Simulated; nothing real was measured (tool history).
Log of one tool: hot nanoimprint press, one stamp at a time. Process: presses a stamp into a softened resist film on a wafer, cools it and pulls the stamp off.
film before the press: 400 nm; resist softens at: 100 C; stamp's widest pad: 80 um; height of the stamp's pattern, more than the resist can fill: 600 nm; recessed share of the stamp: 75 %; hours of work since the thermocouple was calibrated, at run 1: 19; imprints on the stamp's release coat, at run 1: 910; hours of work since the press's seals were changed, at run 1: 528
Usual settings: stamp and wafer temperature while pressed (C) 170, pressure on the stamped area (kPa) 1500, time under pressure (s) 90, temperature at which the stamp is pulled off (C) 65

run,hour,stamp and wafer temperature while pressed (C),pressure on the stamped area (kPa),time under pressure (s),temperature at which the stamp is pulled off (C),hours of work since the thermocouple was calibrated,imprints on the stamp's release coat,hours of work since the press's seals were changed,resist left under the stamp's widest pad (Å),greatest force while the stamp is pulled off (N)
1,0.0,170,1500,90,65,19,910,528,1685,124
2,18.6,170,1500,90,65,33,978,543,1664,120
3,42.4,170,1500,90,65,52,1065,561,1683,129
4,63.7,170,1500,90,65,68,1143,578,1686,130
5,91.9,170,1500,55,65,91,1245,600,2027,128
6,108.5,170,1500,90,65,103,1306,613,1707,130
# hour 131.6: press's hydraulic seals changed and the load cell set to zero
7,142.5,170,1500,90,73,124,1401,8,1686,119
8,159.2,170,1500,90,65,137,1462,22,1658,133
9,174.4,170,1500,90,65,149,1518,33,1692,136
10,196.5,170,1500,90,65,166,1598,51,1677,138
11,209.7,170,1500,90,65,176,1647,61,1686,138
12,238.1,170,1460,90,65,199,1750,83,1724,140
13,258.5,170,1170,90,65,215,1825,99,1927,140
# hour 262.9: plate thermocouple calibrated
14,279.0,170,1500,90,65,13,1889,113,1714,147
15,306.1,170,1500,90,65,34,1987,134,1742,144
16,331.4,170,1500,46,61,54,2080,154,2176,153
17,353.8,167,1120,178,67,71,2162,171,1765,145
# hour 364.0: stamp cleaned and given a new release coat
18,374.8,167,1860,129,67,83,40,183,1567,109
19,388.6,167,1860,129,67,94,90,194,1570,110

Forecast run 20:
# hour 411.2: plate thermocouple calibrated, once more
20,411.2,167,1860,129,67,0,162,209,?,?

Run 20 gave resist left under the stamp's widest pad (Å) 1478, greatest force while the stamp is pulled off (N) 108.
Without the tool's hidden state the same run would have given resist left under the stamp's widest pad (Å) 1480, greatest force while the stamp is pulled off (N) 106.
